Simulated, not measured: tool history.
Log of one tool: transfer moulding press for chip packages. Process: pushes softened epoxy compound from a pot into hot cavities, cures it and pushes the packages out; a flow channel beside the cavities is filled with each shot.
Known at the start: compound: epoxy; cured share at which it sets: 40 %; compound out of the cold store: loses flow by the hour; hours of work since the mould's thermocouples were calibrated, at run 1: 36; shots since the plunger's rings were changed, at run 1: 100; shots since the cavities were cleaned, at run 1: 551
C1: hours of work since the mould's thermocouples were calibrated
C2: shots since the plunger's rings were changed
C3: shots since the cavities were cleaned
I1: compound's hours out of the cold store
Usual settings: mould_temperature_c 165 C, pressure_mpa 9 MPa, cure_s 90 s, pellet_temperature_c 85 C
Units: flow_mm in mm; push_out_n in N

{"run": 1, "hour": 0.0, "mould_temperature_c": 165, "pressure_mpa": 9, "cure_s": 90, "pellet_temperature_c": 85, "C1": 36, "C2": 100, "C3": 551, "I1": 21.1, "flow_mm": 516, "push_out_n": 658}
{"hour": 23.9, "done": "cavities cleaned with cleaning compound and waxed"}
{"run": 2, "hour": 34.6, "mould_temperature_c": 165, "pressure_mpa": 9, "cure_s": 90, "pellet_temperature_c": 85, "C1": 62, "C2": 662, "C3": 181, "I1": 11.8, "flow_mm": 532, "push_out_n": 518}
{"hour": 78.6, "done": "cavities cleaned with cleaning compound and waxed"}
{"run": 3, "hour": 78.6, "mould_temperature_c": 165, "pressure_mpa": 9, "cure_s": 128, "pellet_temperature_c": 85, "C1": 95, "C2": 1385, "C3": 0, "I1": 16.1, "flow_mm": 516, "push_out_n": 290}
{"run": 4, "hour": 123.4, "mould_temperature_c": 165, "pressure_mpa": 9, "cure_s": 128, "pellet_temperature_c": 85, "C1": 130, "C2": 2145, "C3": 760, "I1": 36.6, "flow_mm": 463, "push_out_n": 608}
{"hour": 136.4, "done": "cavities cleaned with cleaning compound and waxed"}
{"run": 5, "hour": 151.2, "mould_temperature_c": 165, "pressure_mpa": 9, "cure_s": 128, "pellet_temperature_c": 85, "C1": 151, "C2": 2593, "C3": 251, "I1": 15.9, "flow_mm": 506, "push_out_n": 446}
{"hour": 193.1, "done": "cavities cleaned with cleaning compound and waxed"}
{"hour": 199.0, "done": "plunger's sealing rings changed"}
{"run": 6, "hour": 199.0, "mould_temperature_c": 165, "pressure_mpa": 9, "cure_s": 128, "pellet_temperature_c": 85, "C1": 185, "C2": 0, "C3": 57, "I1": 38.2, "flow_mm": 480, "push_out_n": 347}
{"hour": 251.4, "done": "cavities cleaned with cleaning compound and waxed"}
{"run": 7, "hour": 251.4, "mould_temperature_c": 165, "pressure_mpa": 9, "cure_s": 128, "pellet_temperature_c": 85, "C1": 225, "C2": 866, "C3": 0, "I1": 25.2, "flow_mm": 496, "push_out_n": 302}
{"run": 8, "hour": 283.3, "mould_temperature_c": 165, "pressure_mpa": 9, "cure_s": 128, "pellet_temperature_c": 85, "C1": 250, "C2": 1407, "C3": 541, "I1": 33.4, "flow_mm": 478, "push_out_n": 563}
{"hour": 308.9, "done": "cavities cleaned with cleaning compound and waxed"}
{"run": 9, "hour": 311.1, "mould_temperature_c": 165, "pressure_mpa": 9.92, "cure_s": 128, "pellet_temperature_c": 85, "C1": 270, "C2": 1855, "C3": 38, "I1": 41.6, "flow_mm": 481, "push_out_n": 331}
{"run": 10, "hour": 339.1, "mould_temperature_c": 165, "pressure_mpa": 9.92, "cure_s": 128, "pellet_temperature_c": 85, "C1": 292, "C2": 2331, "C3": 514, "I1": 40.3, "flow_mm": 477, "push_out_n": 526}
{"hour": 365.8, "done": "cavities cleaned with cleaning compound and waxed"}
{"run": 11, "hour": 383.2, "mould_temperature_c": 165, "pressure_mpa": 9.92, "cure_s": 128, "pellet_temperature_c": 85, "C1": 326, "C2": 3055, "C3": 297, "I1": 34.3, "flow_mm": 483, "push_out_n": 468}
{"hour": 401.2, "done": "plunger's sealing rings changed"}
{"hour": 424.3, "done": "cavities cleaned with cleaning compound and waxed"}
{"run": 12, "hour": 426.0, "mould_temperature_c": 165, "pressure_mpa": 9, "cure_s": 90, "pellet_temperature_c": 85, "C1": 356, "C2": 396, "C3": 30, "I1": 16.3, "flow_mm": 524, "push_out_n": 420}
{"run": 13, "hour": 456.8, "mould_temperature_c": 165, "pressure_mpa": 8.04, "cure_s": 90, "pellet_temperature_c": 85, "C1": 380, "C2": 920, "C3": 554, "I1": 42.3, "flow_mm": 437, "push_out_n": 675}
{"hour": 479.6, "done": "cavities cleaned with cleaning compound and waxed"}
{"run": 14, "hour": 500.3, "mould_temperature_c": 173, "pressure_mpa": 7.15, "cure_s": 71, "pellet_temperature_c": 85, "C1": 413, "C2": 1633, "C3": 352, "I1": 47.2, "flow_mm": 387, "push_out_n": 576}
{"hour": 535.3, "done": "cavities cleaned with cleaning compound and waxed"}
{"run": 15, "hour": 546.4, "mould_temperature_c": 173, "pressure_mpa": 9.3, "cure_s": 95, "pellet_temperature_c": 83, "C1": 448, "C2": 2392, "C3": 189, "I1": 45.3, "flow_mm": 440, "push_out_n": 436}
{"run": 16, "hour": 586.4, "mould_temperature_c": 173, "pressure_mpa": 9.3, "cure_s": 95, "pellet_temperature_c": 83, "C1": 479, "C2": 3072, "C3": 869, "I1": 34.4, "flow_mm": 452, "push_out_n": 639}
{"hour": 592.4, "done": "cavities cleaned with cleaning compound and waxed"}
{"hour": 604.1, "done": "plunger's sealing rings changed"}
{"run": 17, "hour": 642.4, "mould_temperature_c": 160, "pressure_mpa": 9.49, "cure_s": 77, "pellet_temperature_c": 87, "C1": 520, "C2": 650, "C3": 807, "I1": 36.1, "flow_mm": 506, "push_out_n": 1438}
{"hour": 649.1, "done": "mould's thermocouples calibrated"}
{"hour": 654.1, "done": "cavities cleaned with cleaning compound and waxed"}
{"run": 18, "hour": 696.4, "mould_temperature_c": 165, "pressure_mpa": 9, "cure_s": 78, "pellet_temperature_c": 77, "C1": 36, "C2": 1509, "C3": 719, "I1": 32.7, "flow_mm": 480, "push_out_n": 1048}
{"hour": 711.5, "done": "cavities cleaned with cleaning compound and waxed"}
{"run": 19, "hour": 723.2, "mould_temperature_c": 170, "pressure_mpa": 10.42, "cure_s": 115, "pellet_temperature_c": 85, "C1": 56, "C2": 1939, "C3": 199, "I1": 41.3, "flow_mm": 483, "push_out_n": 436}
{"run": 20, "hour": 757.3, "mould_temperature_c": 165, "pressure_mpa": 9, "cure_s": 90, "pellet_temperature_c": 88, "C1": 82, "C2": 2519, "C3": 779, "I1": 10.1, "flow_mm": 522, "push_out_n": 835}
{"hour": 768.0, "done": "cavities cleaned with cleaning compound and waxed"}
{"hour": 806.9, "done": "plunger's sealing rings changed"}
{"run": 21, "hour": 812.3, "mould_temperature_c": 165, "pressure_mpa": 8.67, "cure_s": 83, "pellet_temperature_c": 85, "C1": 122, "C2": 92, "C3": 711, "I1": 31, "flow_mm": 490, "push_out_n": 914}
{"hour": 825.6, "done": "cavities cleaned with cleaning compound and waxed"}
{"run": 22, "hour": 842.1, "mould_temperature_c": 164, "pressure_mpa": 9.12, "cure_s": 108, "pellet_temperature_c": 79, "C1": 144, "C2": 572, "C3": 281, "I1": 47.5, "flow_mm": 467, "push_out_n": 494}
{"hour": 883.5, "done": "cavities cleaned with cleaning compound and waxed"}
{"run": 23, "hour": 885.2, "mould_temperature_c": 164, "pressure_mpa": 9.12, "cure_s": 108, "pellet_temperature_c": 79, "C1": 177, "C2": 1279, "C3": 29, "I1": 30, "flow_mm": 494, "push_out_n": 354}
{"run": 24, "hour": 920.7, "mould_temperature_c": 165, "pressure_mpa": 7.22, "cure_s": 86, "pellet_temperature_c": 85, "C1": 205, "C2": 1883, "C3": 633, "I1": 17.4, "flow_mm": 456, "push_out_n": 847}
{"hour": 939.6, "done": "cavities cleaned with cleaning compound and waxed"}
{"run": 25, "hour": 943.4, "mould_temperature_c": 165, "pressure_mpa": 7.22, "cure_s": 86, "pellet_temperature_c": 85, "C1": 221, "C2": 2243, "C3": 64, "I1": 30.5, "flow_mm": 431, "push_out_n": 480}

Forecast each of these 5 alternatives for the next run:
{"hour": 949.3, "done": "mould's thermocouples calibrated, once more"}
{"run": "A", "hour": 974.8, "mould_temperature_c": 167, "pressure_mpa": 9, "cure_s": 85, "pellet_temperature_c": 85, "C1": 20, "C2": 2742, "C3": 563, "I1": 9.4, "flow_mm": "?", "push_out_n": "?"}
{"hour": 949.3, "done": "mould's thermocouples calibrated, once more"}
{"run": "B", "hour": 974.8, "mould_temperature_c": 160, "pressure_mpa": 9, "cure_s": 90, "pellet_temperature_c": 85, "C1": 20, "C2": 2742, "C3": 563, "I1": 9.3, "flow_mm": "?", "push_out_n": "?"}
{"hour": 949.3, "done": "mould's thermocouples calibrated, once more"}
{"run": "C", "hour": 974.8, "mould_temperature_c": 169, "pressure_mpa": 10.14, "cure_s": 90, "pellet_temperature_c": 85, "C1": 20, "C2": 2742, "C3": 563, "I1": 26.6, "flow_mm": "?", "push_out_n": "?"}
{"hour": 949.3, "done": "mould's thermocouples calibrated, once more"}
{"run": "D", "hour": 974.8, "mould_temperature_c": 165, "pressure_mpa": 9, "cure_s": 118, "pellet_temperature_c": 85, "C1": 20, "C2": 2742, "C3": 563, "I1": 47.3, "flow_mm": "?", "push_out_n": "?"}
{"hour": 949.3, "done": "mould's thermocouples calibrated, once more"}
{"run": "E", "hour": 974.8, "mould_temperature_c": 165, "pressure_mpa": 7.48, "cure_s": 86, "pellet_temperature_c": 76, "C1": 20, "C2": 2742, "C3": 563, "I1": 14, "flow_mm": "?", "push_out_n": "?"}

run=A flow_mm=513 push_out_n=676
run=B flow_mm=529 push_out_n=966
run=C flow_mm=499 push_out_n=582
run=D flow_mm=436 push_out_n=575
run=E flow_mm=460 push_out_n=773
Without the tool's hidden state the same runs would have given:
run=A flow_mm=541 push_out_n=353
run=B flow_mm=558 push_out_n=498
run=C flow_mm=526 push_out_n=303
run=D flow_mm=460 push_out_n=301
run=E flow_mm=486 push_out_n=401
